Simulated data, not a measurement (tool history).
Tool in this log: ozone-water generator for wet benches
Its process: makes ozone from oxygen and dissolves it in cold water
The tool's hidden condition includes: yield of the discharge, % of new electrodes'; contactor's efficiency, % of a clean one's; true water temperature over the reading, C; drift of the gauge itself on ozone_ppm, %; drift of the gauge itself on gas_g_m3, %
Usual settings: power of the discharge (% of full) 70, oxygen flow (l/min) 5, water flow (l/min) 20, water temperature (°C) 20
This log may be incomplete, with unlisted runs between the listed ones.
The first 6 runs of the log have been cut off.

| run | hour | power of the discharge (% of full) | oxygen flow (l/min) | water flow (l/min) | water temperature (°C) | hours of work since the electrodes were changed | hours of work since the contactor was cleaned | hours of work since the thermometer was calibrated | dissolved ozone (ppm) | ozone in the gas ahead of the water (g/m3) |
|---|---|---|---|---|---|---|---|---|---|---|
| 7 | 197.6 | 70 | 5 | 20 | 20 | 130 | 3033 | 4672 | 17.4 | 192 |
| 8 | 233 | 70 | 5 | 20 | 20 | 152 | 3054 | 4693 | 17.5 | 190.2 |
| 9 | 267.1 | 70 | 5 | 20 | 20 | 172 | 3075 | 4714 | 17.4 | 192 |
| 10 | 300 | 70 | 5 | 20 | 20 | 192 | 3095 | 4734 | 17.4 | 192 |
| 11 | 333.3 | 70 | 5 | 20 | 20 | 212 | 3115 | 4754 | 17.4 | 193.1 |
| 12 | 369 | 70 | 5 | 20 | 20 | 234 | 3137 | 4776 | 17.3 | 194.6 |
| 13 | 395.5 | 70 | 5 | 20 | 13 | 250 | 3153 | 4792 | 19.4 | 191.7 |
| 14 | 419.5 | 70 | 5 | 20 | 13 | 265 | 3167 | 4806 | 19.1 | 193.3 |
| 15 | 449.5 | 70 | 5 | 20 | 13 | 283 | 3185 | 4825 | 19.3 | 191.3 |
| 16 | 475.9 | 70 | 5 | 20 | 13 | 299 | 3201 | 4841 | 19 | 191.2 |
| 17 | 495.9 | 70 | 5 | 20 | 14 | 311 | 3214 | 4853 | 19 | 191.3 |
|  | 503.3 | contactor cleaned |
| 18 | 534.9 | 48 | 5 | 17 | 23 | 332 | 19 | 4874 | 13.8 | 137.3 |
| 19 | 571.9 | 63 | 2.67 | 30 | 14 | 355 | 42 | 4896 | 10.1 | 260.4 |
|  | 595.1 | water thermometer calibrated |
| 20 | 608.1 | 63 | 2.67 | 30 | 14 | 376 | 63 | 8 | 10.1 | 263.4 |

For run 21, what comes out?
| 21 | 626.1 | 63 | 2.67 | 30 | 14 | 387 | 74 | 19 | ? | ? |

Run 21 gave dissolved ozone (ppm) 10, ozone in the gas ahead of the water (g/m3) 265.3.
With no hidden state in the tool, this same run would have given dissolved ozone (ppm) 10.9, ozone in the gas ahead of the water (g/m3) 270.4.
